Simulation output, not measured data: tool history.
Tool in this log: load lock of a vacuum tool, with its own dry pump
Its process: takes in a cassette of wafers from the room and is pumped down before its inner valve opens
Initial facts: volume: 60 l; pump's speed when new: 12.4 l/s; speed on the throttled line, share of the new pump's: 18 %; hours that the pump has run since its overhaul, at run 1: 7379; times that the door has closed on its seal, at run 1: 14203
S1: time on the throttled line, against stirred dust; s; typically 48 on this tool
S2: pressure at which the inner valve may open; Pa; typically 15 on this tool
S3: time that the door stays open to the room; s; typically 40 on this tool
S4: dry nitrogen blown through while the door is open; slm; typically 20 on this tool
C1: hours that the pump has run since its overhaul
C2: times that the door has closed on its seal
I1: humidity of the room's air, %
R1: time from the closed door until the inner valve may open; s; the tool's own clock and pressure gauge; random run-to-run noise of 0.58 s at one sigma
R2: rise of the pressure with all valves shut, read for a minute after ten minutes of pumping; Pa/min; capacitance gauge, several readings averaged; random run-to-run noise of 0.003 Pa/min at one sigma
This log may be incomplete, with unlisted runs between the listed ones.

run	hour	S1	S2	S3	S4	C1	C2	I1	R1	R2
1	0.0	48	15	40	20	7379	14203	42.5	82.2	0.020
2	399.3	48	15	40	20	7778	15159	44.5	83.4	0.012
3	621.1	48	15	40	20	8000	15690	50.1	83.1	0.025
4	988.8	48	15	40	20	8368	16570	41.6	81.9	0.017
5	1500.6	48	15	40	20	8880	17795	46.1	81.8	0.017
6	2024.8	48	15	40	20	9404	19050	41.7	82.8	0.015
7	2474.9	48	15	40	20	9854	20127	43.1	83.3	0.013
8	2703.7	48	15	40	20	10083	20675	43.2	83.9	0.015
# hour 2932.3: door's seal changed, seat wiped
9	3230.7	48	15	40	20	10608	714	46.0	82.5	0.018
10	3578.5	48	15	53	20	10956	1547	48.5	82.9	0.020
11	4044.9	48	15	53	20	11423	2663	46.3	83.3	0.025
12	4335.9	48	15	53	20	11713	3360	45.3	83.0	0.019
13	4724.0	48	15	40	20	12102	4289	43.9	82.8	0.016
14	5076.1	48	15	40	35	12454	5132	43.7	82.7	0.016
15	5555.0	48	21	40	35	12933	6278	42.6	80.5	0.008
16	5986.7	26	21	40	35	13364	7312	43.5	62.9	0.006
17	6423.6	26	21	40	35	13801	8358	45.3	62.2	0.016
18	6748.7	26	21	40	35	14126	9136	44.7	63.4	0.010
19	7272.2	51	14	45	41	14650	10389	44.9	86.3	0.011
20	7585.9	54	15	40	20	14963	11140	43.6	87.2	0.018

Run 21 comes next. What will it give?
21	7803.7	54	15	40	20	15181	11662	46.4	?	?

{"run 21": {"R1": 86.7, "R2": 0.015}}
Were there no unlogged condition in the tool, this run, its random variation unchanged, would have produced R1 86.7 s, R2 0.015 Pa/min.
